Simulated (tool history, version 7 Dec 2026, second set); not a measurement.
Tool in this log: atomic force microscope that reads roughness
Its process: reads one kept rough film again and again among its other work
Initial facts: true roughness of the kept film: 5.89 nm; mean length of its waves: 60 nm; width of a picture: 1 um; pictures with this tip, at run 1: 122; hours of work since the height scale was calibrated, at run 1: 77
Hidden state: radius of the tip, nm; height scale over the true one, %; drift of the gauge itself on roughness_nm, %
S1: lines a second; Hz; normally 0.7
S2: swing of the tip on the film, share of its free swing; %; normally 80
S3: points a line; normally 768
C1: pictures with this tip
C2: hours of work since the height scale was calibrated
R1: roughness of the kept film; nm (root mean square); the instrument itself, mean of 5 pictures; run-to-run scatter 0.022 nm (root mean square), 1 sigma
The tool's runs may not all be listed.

| run | day | S1 | S2 | S3 | C1 | C2 | R1 |
|---|---|---|---|---|---|---|---|
| 1 | 0 | 0.7 | 80 | 768 | 122 | 77 | 5.343 |
| 2 | 0.329 | 0.7 | 80 | 768 | 133 | 81 | 5.285 |
| 3 | 0.483 | 0.7 | 80 | 768 | 138 | 82 | 5.325 |
| 4 | 0.762 | 0.7 | 80 | 768 | 147 | 85 | 5.321 |
| 5 | 1.108 | 0.7 | 80 | 768 | 159 | 88 | 5.332 |
| 6 | 1.45 | 1.943 | 80 | 768 | 170 | 92 | 5.099 |
| 7 | 1.746 | 1.943 | 80 | 768 | 180 | 94 | 5.056 |
| 8 | 2.029 | 1.943 | 80 | 768 | 189 | 97 | 5.072 |
| 9 | 2.233 | 1.943 | 80 | 768 | 196 | 99 | 5.055 |
| 10 | 2.475 | 1.347 | 80 | 768 | 204 | 102 | 5.107 |
| 11 | 2.758 | 1.355 | 80 | 768 | 213 | 104 | 5.134 |
| 12 | 3.033 | 1.355 | 80 | 768 | 222 | 107 | 5.114 |
| 13 | 3.258 | 1.355 | 80 | 768 | 230 | 109 | 5.08 |
|  | 3.421 | new tip fitted |
| 14 | 3.504 | 1.355 | 80 | 768 | 2 | 111 | 5.408 |
| 15 | 3.683 | 0.7 | 80 | 768 | 8 | 113 | 5.516 |
| 16 | 4.054 | 0.696 | 80 | 768 | 21 | 117 | 5.459 |
| 17 | 4.271 | 0.7 | 80 | 768 | 28 | 119 | 5.488 |
| 18 | 4.617 | 3.684 | 80 | 768 | 39 | 122 | 5.036 |
| 19 | 4.933 | 0.7 | 74 | 768 | 50 | 125 | 5.48 |
| 20 | 5.146 | 0.7 | 74 | 768 | 57 | 127 | 5.479 |
|  | 5.204 | height scale calibrated on a step standard |
| 21 | 5.479 | 0.7 | 74 | 768 | 66 | 3 | 5.466 |
| 22 | 5.758 | 0.7 | 74 | 768 | 76 | 5 | 5.429 |
| 23 | 5.967 | 0.7 | 80 | 768 | 82 | 7 | 5.357 |
|  | 6.062 | height scale calibrated on a step standard, once more |
| 24 | 6.392 | 1.182 | 74 | 639 | 95 | 3 | 5.346 |
| 25 | 6.746 | 0.731 | 67 | 276 | 107 | 7 | 5.417 |
| 26 | 7.1 | 1.445 | 80 | 588 | 118 | 10 | 5.254 |
| 27 | 7.254 | 1.445 | 80 | 588 | 124 | 12 | 5.241 |
| 28 | 7.475 | 2.732 | 82 | 588 | 131 | 14 | 5.027 |
| 29 | 7.858 | 1.696 | 81 | 483 | 144 | 18 | 5.099 |
| 30 | 8.229 | 0.7 | 71 | 429 | 156 | 21 | 5.31 |
| 31 | 8.475 | 0.7 | 71 | 429 | 164 | 24 | 5.24 |
| 32 | 8.683 | 0.7 | 83 | 944 | 171 | 26 | 5.245 |
| 33 | 9.05 | 0.7 | 83 | 944 | 183 | 29 | 5.242 |
| 34 | 9.238 | 0.7 | 58 | 944 | 189 | 31 | 5.302 |
| 35 | 9.471 | 0.776 | 58 | 312 | 197 | 33 | 5.322 |
| 36 | 9.758 | 0.7 | 59 | 768 | 206 | 36 | 5.282 |
| 37 | 10.046 | 0.7 | 66 | 768 | 216 | 39 | 5.241 |
| 38 | 10.362 | 0.7 | 63 | 768 | 226 | 42 | 5.248 |
|  | 10.642 | new tip fitted |
| 39 | 10.688 | 0.7 | 63 | 768 | 1 | 45 | 5.541 |
| 40 | 10.904 | 0.628 | 63 | 768 | 9 | 47 | 5.569 |
| 41 | 11.138 | 0.628 | 63 | 768 | 16 | 49 | 5.567 |
| 42 | 11.388 | 0.628 | 63 | 768 | 25 | 52 | 5.554 |
| 43 | 11.688 | 3.902 | 80 | 557 | 34 | 55 | 4.958 |
| 44 | 11.912 | 3.902 | 80 | 557 | 42 | 57 | 4.98 |
| 45 | 12.288 | 0.606 | 81 | 541 | 54 | 61 | 5.373 |

Pick out some run-to-run changes in R1. Of each, how much would a tool without hidden state show as well, from the settings, what came in and chance, and how much is left for the hidden state and any gauge scatter not in both results compared?
Run 13 -> 14: new tip fitted. R1 +0.328 nm (root mean square): hidden state +0.283, all else +0.045.
Run 17 -> 18: S1 0.7 -> 3.684. R1 -0.452 nm (root mean square): hidden state -0.009, all else -0.443.
Run 18 -> 19: S1 3.684 -> 0.7, S2 80 -> 74. R1 +0.444 nm (root mean square): hidden state -0.021, all else +0.465.
Run 29 -> 30: S1 1.696 -> 0.7, S2 81 -> 71, S3 483 -> 429. R1 +0.211 nm (root mean square): hidden state -0.025, all else +0.236.
Run 38 -> 39: new tip fitted. R1 +0.293 nm (root mean square): hidden state +0.302, all else -0.009.
Run 42 -> 43: S1 0.628 -> 3.902, S2 63 -> 80, S3 768 -> 557. R1 -0.596 nm (root mean square): hidden state -0.006, all else -0.59.
